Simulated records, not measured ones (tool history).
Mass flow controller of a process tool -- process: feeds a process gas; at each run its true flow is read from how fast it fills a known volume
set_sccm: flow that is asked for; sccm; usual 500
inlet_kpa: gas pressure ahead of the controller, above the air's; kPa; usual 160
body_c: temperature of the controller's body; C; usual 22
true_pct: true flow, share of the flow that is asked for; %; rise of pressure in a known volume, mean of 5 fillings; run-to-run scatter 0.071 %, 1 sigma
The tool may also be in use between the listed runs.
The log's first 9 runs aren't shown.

| run | hour | set_sccm | inlet_kpa | body_c | hours of work since the controller was set to zero | hours of work since the controller was changed | true_pct |
|---|---|---|---|---|---|---|---|
| 10 | 2623.9 | 315 | 142 | 22 | 3719 | 3719 | 99.04 |
| 11 | 2939.2 | 500 | 160 | 32 | 3908 | 3908 | 98.76 |
| 12 | 3412.9 | 500 | 160 | 32 | 4191 | 4191 | 98.66 |
| 13 | 3773 | 500 | 160 | 32 | 4407 | 4407 | 98.55 |
| 14 | 4101.7 | 500 | 160 | 32 | 4603 | 4603 | 98.51 |
| 15 | 4426.7 | 500 | 160 | 32 | 4798 | 4798 | 98.35 |
| 16 | 4765.6 | 159 | 160 | 22 | 5001 | 5001 | 98.09 |
| 17 | 5102.7 | 159 | 160 | 22 | 5203 | 5203 | 98.07 |
| 18 | 5578.6 | 159 | 160 | 22 | 5488 | 5488 | 97.92 |
| 19 | 6049.9 | 500 | 160 | 22 | 5770 | 5770 | 98.06 |
| 20 | 6325.5 | 500 | 160 | 22 | 5935 | 5935 | 98.06 |
| 21 | 6541.4 | 500 | 160 | 22 | 6064 | 6064 | 97.95 |
| 22 | 6895.3 | 165 | 160 | 22 | 6276 | 6276 | 97.55 |
|  | 7057.4 | controller's zero set anew |
| 23 | 7116.8 | 165 | 160 | 22 | 36 | 6408 | 97.41 |
| 24 | 7411.3 | 165 | 160 | 22 | 212 | 6584 | 97.28 |
| 25 | 7662.5 | 851 | 171 | 34 | 362 | 6735 | 97.58 |
| 26 | 8115.1 | 851 | 171 | 34 | 633 | 7006 | 97.46 |
| 27 | 8325 | 851 | 171 | 34 | 759 | 7131 | 97.45 |
| 28 | 8683.2 | 851 | 171 | 34 | 973 | 7346 | 97.35 |
| 29 | 9145.1 | 500 | 175 | 21 | 1250 | 7622 | 97.14 |
| 30 | 9519.9 | 749 | 141 | 21 | 1474 | 7847 | 97.53 |
| 31 | 9805.7 | 378 | 233 | 37 | 1645 | 8018 | 95.99 |
|  | 10107 | gauge calibrated |
| 32 | 10145.6 | 500 | 216 | 36 | 1849 | 8221 | 99.16 |

Run 33 is up next; what results do you expect?
| 33 | 10394.5 | 514 | 181 | 35 | 1998 | 8370 | ? |

{"run 33": {"true_pct": 99.31}}
If the tool had no hidden condition, the same run with the same run-to-run variation would have returned true_pct 99.39 %.

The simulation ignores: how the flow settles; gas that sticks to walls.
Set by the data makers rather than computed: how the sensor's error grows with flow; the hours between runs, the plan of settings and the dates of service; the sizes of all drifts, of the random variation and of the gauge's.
